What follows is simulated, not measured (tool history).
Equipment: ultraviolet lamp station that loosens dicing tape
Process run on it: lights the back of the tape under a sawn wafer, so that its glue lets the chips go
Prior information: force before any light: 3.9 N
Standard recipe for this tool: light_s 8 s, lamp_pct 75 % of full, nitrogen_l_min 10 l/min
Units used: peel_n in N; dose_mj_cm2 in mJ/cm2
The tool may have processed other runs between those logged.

{"run": 1, "hour": 0.0, "light_s": 8, "lamp_pct": 75, "nitrogen_l_min": 10, "peel_n": 0.269, "dose_mj_cm2": 450}
{"run": 2, "hour": 22.3, "light_s": 8, "lamp_pct": 75, "nitrogen_l_min": 10, "peel_n": 0.277, "dose_mj_cm2": 447}
{"run": 3, "hour": 47.4, "light_s": 8, "lamp_pct": 75, "nitrogen_l_min": 10, "peel_n": 0.278, "dose_mj_cm2": 442}
{"run": 4, "hour": 72.5, "light_s": 8, "lamp_pct": 63, "nitrogen_l_min": 10, "peel_n": 0.377, "dose_mj_cm2": 372}
{"run": 5, "hour": 88.9, "light_s": 8, "lamp_pct": 69, "nitrogen_l_min": 10, "peel_n": 0.321, "dose_mj_cm2": 410}
{"run": 6, "hour": 107.4, "light_s": 8, "lamp_pct": 69, "nitrogen_l_min": 10, "peel_n": 0.327, "dose_mj_cm2": 405}
{"run": 7, "hour": 119.0, "light_s": 8, "lamp_pct": 69, "nitrogen_l_min": 10, "peel_n": 0.316, "dose_mj_cm2": 412}
{"run": 8, "hour": 136.5, "light_s": 8, "lamp_pct": 69, "nitrogen_l_min": 10, "peel_n": 0.317, "dose_mj_cm2": 410}
{"run": 9, "hour": 161.3, "light_s": 8, "lamp_pct": 69, "nitrogen_l_min": 10, "peel_n": 0.329, "dose_mj_cm2": 407}
{"run": 10, "hour": 182.8, "light_s": 8, "lamp_pct": 75, "nitrogen_l_min": 10, "peel_n": 0.271, "dose_mj_cm2": 444}
{"run": 11, "hour": 203.4, "light_s": 8, "lamp_pct": 75, "nitrogen_l_min": 10, "peel_n": 0.274, "dose_mj_cm2": 445}
{"run": 12, "hour": 221.0, "light_s": 8, "lamp_pct": 75, "nitrogen_l_min": 10, "peel_n": 0.268, "dose_mj_cm2": 440}
{"run": 13, "hour": 246.3, "light_s": 8, "lamp_pct": 75, "nitrogen_l_min": 10, "peel_n": 0.258, "dose_mj_cm2": 447}
{"run": 14, "hour": 269.3, "light_s": 8, "lamp_pct": 75, "nitrogen_l_min": 10, "peel_n": 0.267, "dose_mj_cm2": 446}
{"run": 15, "hour": 292.9, "light_s": 4, "lamp_pct": 90, "nitrogen_l_min": 9, "peel_n": 0.734, "dose_mj_cm2": 269}
{"run": 16, "hour": 315.2, "light_s": 4, "lamp_pct": 72, "nitrogen_l_min": 16, "peel_n": 0.872, "dose_mj_cm2": 214}
{"run": 17, "hour": 335.5, "light_s": 12, "lamp_pct": 75, "nitrogen_l_min": 5, "peel_n": 0.164, "dose_mj_cm2": 673}
{"run": 18, "hour": 355.6, "light_s": 5, "lamp_pct": 75, "nitrogen_l_min": 10, "peel_n": 0.663, "dose_mj_cm2": 271}
{"run": 19, "hour": 368.9, "light_s": 8, "lamp_pct": 77, "nitrogen_l_min": 10, "peel_n": 0.254, "dose_mj_cm2": 458}

Estimate the outcome of run 20 from the log above:
{"run": 20, "hour": 387.0, "light_s": 11, "lamp_pct": 85, "nitrogen_l_min": 10, "peel_n": "?", "dose_mj_cm2": "?"}

{"run 20": {"peel_n": 0.138, "dose_mj_cm2": 688}}
On a tool with no hidden condition, and with the same random variation, this run would have come out at peel_n 0.137 N, dose_mj_cm2 689 mJ/cm2.

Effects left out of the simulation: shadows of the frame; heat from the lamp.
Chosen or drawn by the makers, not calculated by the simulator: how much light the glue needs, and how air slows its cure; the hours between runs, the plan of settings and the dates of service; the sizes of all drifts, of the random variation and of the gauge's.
